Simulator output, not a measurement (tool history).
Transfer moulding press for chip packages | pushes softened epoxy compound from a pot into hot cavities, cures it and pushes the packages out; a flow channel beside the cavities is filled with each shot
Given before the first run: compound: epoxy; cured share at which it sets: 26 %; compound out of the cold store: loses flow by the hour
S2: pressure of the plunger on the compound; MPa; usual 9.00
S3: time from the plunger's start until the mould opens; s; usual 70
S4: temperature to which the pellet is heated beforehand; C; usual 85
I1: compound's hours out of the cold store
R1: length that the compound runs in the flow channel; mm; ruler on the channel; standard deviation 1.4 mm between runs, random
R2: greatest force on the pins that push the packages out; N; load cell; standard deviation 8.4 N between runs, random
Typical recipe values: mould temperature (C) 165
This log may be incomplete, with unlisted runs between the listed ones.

run 1 hour=0.0 | mould_temperature_(C)=165 S2=9.00 S3=70 S4=85 | I1=41.3 | R1=565 R2=560
run 2 hour=8.9 | mould_temperature_(C)=165 S2=9.00 S3=70 S4=85 | I1=31.4 | R1=587 R2=556
run 3 hour=20.3 | mould_temperature_(C)=165 S2=9.00 S3=70 S4=85 | I1=35.0 | R1=574 R2=573
run 4 hour=26.4 | mould_temperature_(C)=165 S2=9.00 S3=70 S4=85 | I1=17.8 | R1=620 R2=583
-- hour=33.1 cavities cleaned with cleaning compound and waxed
run 5 hour=39.3 | mould_temperature_(C)=165 S2=8.08 S3=70 S4=85 | I1=19.4 | R1=578 R2=662
run 6 hour=47.2 | mould_temperature_(C)=165 S2=8.08 S3=70 S4=85 | I1=33.5 | R1=548 R2=616
-- hour=56.7 plunger's sealing rings changed
-- hour=60.1 cavities cleaned with cleaning compound and waxed, once more
run 7 hour=63.0 | mould_temperature_(C)=165 S2=9.00 S3=70 S4=85 | I1=31.9 | R1=605 R2=381
run 8 hour=76.6 | mould_temperature_(C)=165 S2=9.00 S3=70 S4=78 | I1=24.1 | R1=619 R2=484
run 9 hour=86.4 | mould_temperature_(C)=165 S2=9.00 S3=70 S4=85 | I1=33.1 | R1=601 R2=501
run 10 hour=95.4 | mould_temperature_(C)=165 S2=9.00 S3=70 S4=85 | I1=15.4 | R1=641 R2=527
run 11 hour=107.0 | mould_temperature_(C)=165 S2=9.00 S3=70 S4=85 | I1=25.1 | R1=616 R2=560
run 12 hour=116.3 | mould_temperature_(C)=165 S2=9.00 S3=70 S4=85 | I1=38.8 | R1=582 R2=575
run 13 hour=122.5 | mould_temperature_(C)=165 S2=9.00 S3=70 S4=85 | I1=43.6 | R1=572 R2=575
run 14 hour=129.5 | mould_temperature_(C)=165 S2=9.00 S3=70 S4=85 | I1=44.2 | R1=572 R2=556
-- hour=141.7 cavities cleaned with cleaning compound and waxed
run 15 hour=145.3 | mould_temperature_(C)=172 S2=8.35 S3=70 S4=85 | I1=37.0 | R1=552 R2=344
run 16 hour=156.2 | mould_temperature_(C)=163 S2=8.35 S3=70 S4=85 | I1=21.5 | R1=603 R2=524
run 17 hour=169.2 | mould_temperature_(C)=165 S2=9.80 S3=70 S4=81 | I1=11.5 | R1=675 R2=526
run 18 hour=180.9 | mould_temperature_(C)=165 S2=9.80 S3=70 S4=81 | I1=11.9 | R1=670 R2=585
run 19 hour=189.9 | mould_temperature_(C)=163 S2=9.80 S3=70 S4=91 | I1=43.0 | R1=597 R2=589
run 20 hour=200.1 | mould_temperature_(C)=163 S2=7.89 S3=77 S4=91 | I1=10.4 | R1=609 R2=561
run 21 hour=209.6 | mould_temperature_(C)=165 S2=10.51 S3=106 S4=79 | I1=47.9 | R1=602 R2=477
run 22 hour=215.8 | mould_temperature_(C)=158 S2=8.44 S3=70 S4=85 | I1=45.8 | R1=554 R2=881
-- hour=223.1 cavities cleaned with cleaning compound and waxed
run 23 hour=231.0 | mould_temperature_(C)=171 S2=10.79 S3=61 S4=93 | I1=19.1 | R1=668 R2=396
run 24 hour=237.7 | mould_temperature_(C)=171 S2=7.91 S3=61 S4=80 | I1=26.6 | R1=559 R2=450
run 25 hour=249.8 | mould_temperature_(C)=171 S2=7.91 S3=61 S4=80 | I1=28.7 | R1=553 R2=492
run 26 hour=255.7 | mould_temperature_(C)=159 S2=7.00 S3=101 S4=80 | I1=8.1 | R1=583 R2=456

What will run 27 give?
run 27 hour=266.5 | mould_temperature_(C)=170 S2=8.07 S3=101 S4=80 | I1=20.0 | R1=? R2=?

{"run 27": {"R1": 576, "R2": 462}}
On a tool with no hidden condition, and with the same random variation, this run would have come out at R1 591 mm, R2 296 N.
